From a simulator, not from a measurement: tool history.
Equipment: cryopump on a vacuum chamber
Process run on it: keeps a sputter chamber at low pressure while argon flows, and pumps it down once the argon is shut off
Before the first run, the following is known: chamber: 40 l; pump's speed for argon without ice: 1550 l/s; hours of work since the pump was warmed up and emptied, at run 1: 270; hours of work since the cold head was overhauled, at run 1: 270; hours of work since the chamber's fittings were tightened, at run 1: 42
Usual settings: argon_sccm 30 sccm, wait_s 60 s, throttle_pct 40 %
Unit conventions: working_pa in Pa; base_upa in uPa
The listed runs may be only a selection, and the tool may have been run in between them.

run	hour	argon_sccm	wait_s	throttle_pct	hours of work since the pump was warmed up and emptied	hours of work since the cold head was overhauled	hours of work since the chamber's fittings were tightened	working_pa	base_upa
1	0.0	30	60	40	270	270	42	0.0857	0.97
2	12.2	30	60	40	279	279	51	0.0851	0.98
3	25.7	30	60	24	289	289	61	0.1395	1.02
4	34.2	30	60	24	296	296	68	0.1397	1.02
5	46.0	30	60	24	305	305	77	0.1401	1.06
6	59.7	30	60	29	315	315	87	0.1173	1.08
7	73.6	30	60	29	326	326	98	0.1179	1.09
8	81.9	30	60	29	332	332	104	0.1179	1.14
9	90.6	30	182	40	339	339	111	0.0864	0.69
10	102.6	34	99	40	348	348	120	0.0988	0.95
11	116.8	34	99	22	359	359	131	0.1742	0.92

Hidden state or all else? Some run-to-run changes of working_pa, split into what the settings, what came in and random variation would give without the hidden state, and what is left for the hidden state (with any gauge scatter that isn't in both results):
Unlogged tool condition in this case: pump's speed, % of a pump's without ice; cold plate's temperature, K; leak into the chamber, uPa l/s; drift of the gauge itself on working_pa, %; drift of the gauge itself on base_upa, %.
Run 9 -> 10: argon_sccm 30 -> 34, wait_s 182 -> 99. working_pa +0.0124 Pa: hidden state +0.0008, all else +0.0116.
Run 10 -> 11: throttle_pct 40 -> 22. working_pa +0.0754 Pa: hidden state +0.0001, all else +0.0753.
